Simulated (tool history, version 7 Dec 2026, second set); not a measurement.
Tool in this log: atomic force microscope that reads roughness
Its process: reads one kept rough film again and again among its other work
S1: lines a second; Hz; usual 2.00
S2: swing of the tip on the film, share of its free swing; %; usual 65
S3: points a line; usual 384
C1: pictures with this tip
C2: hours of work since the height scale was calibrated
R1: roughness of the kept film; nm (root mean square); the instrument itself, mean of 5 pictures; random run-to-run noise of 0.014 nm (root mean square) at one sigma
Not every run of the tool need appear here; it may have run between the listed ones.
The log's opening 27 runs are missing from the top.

run    hour    S1  S2   S3   C1    C2     R1
 28  1167.2  1.77  78  305  214   719  3.376
 29  1209.4  2.00  55  694  272   737  3.732
 30  1263.3  2.00  55  694  345   759  3.723
     1272.8  -- new tip fitted
 31  1315.4  0.57  64  642   57   781  3.832
 32  1374.3  3.82  75  622  137   805  3.061
 33  1418.5  2.00  65  377  197   824  3.617
 34  1476.8  1.28  65  384  276   848  3.711
 35  1527.5  1.28  81  340  345   869  3.467
     1536.4  -- new tip fitted
 36  1575.9  2.00  84  384   54   889  3.132
 37  1633.2  2.00  84  384  131   913  3.166
 38  1695.1  2.00  82  355  215   939  3.220
 39  1732.7  2.00  82  355  266   954  3.229
 40  1759.6  2.00  82  355  303   965  3.226
     1801.1  -- new tip fitted
 41  1801.2  0.72  55  847    0   983  3.881
 42  1850.2  2.00  75  520   67  1003  3.417
 43  1877.1  1.15  79  384  103  1014  3.549
 44  1921.5  1.15  79  384  163  1033  3.553
 45  1975.6  1.15  79  384  237  1055  3.549
 46  2030.6  1.30  65  384  311  1078  3.682
     2064.4  -- new tip fitted
 47  2069.0  1.30  65  384    6  1094  3.723
 48  2117.2  1.30  65  384   72  1114  3.731
 49  2149.8  2.00  77  920  116  1128  3.386
 50  2190.5  2.00  77  256  171  1145  3.341
 51  2229.2  2.00  77  256  223  1161  3.370
 52  2265.8  3.80  89  384  273  1176  2.493

Predict each of these 4 candidate next runs independently; none follows another, all start after run 52:
  A  2319.2  1.33  87  384  345  1198   ?
  B  2319.2  1.57  89  473  345  1198   ?
  C  2319.2  3.80  89  261  345  1198   ?
  D  2319.2  2.00  88  462  345  1198   ?

run     R1
  A  3.298
  B  3.169
  C  2.475
  D  3.065
Without the tool's unlogged condition, the same runs would have read:
run     R1
  A  3.303
  B  3.174
  C  2.479
  D  3.070
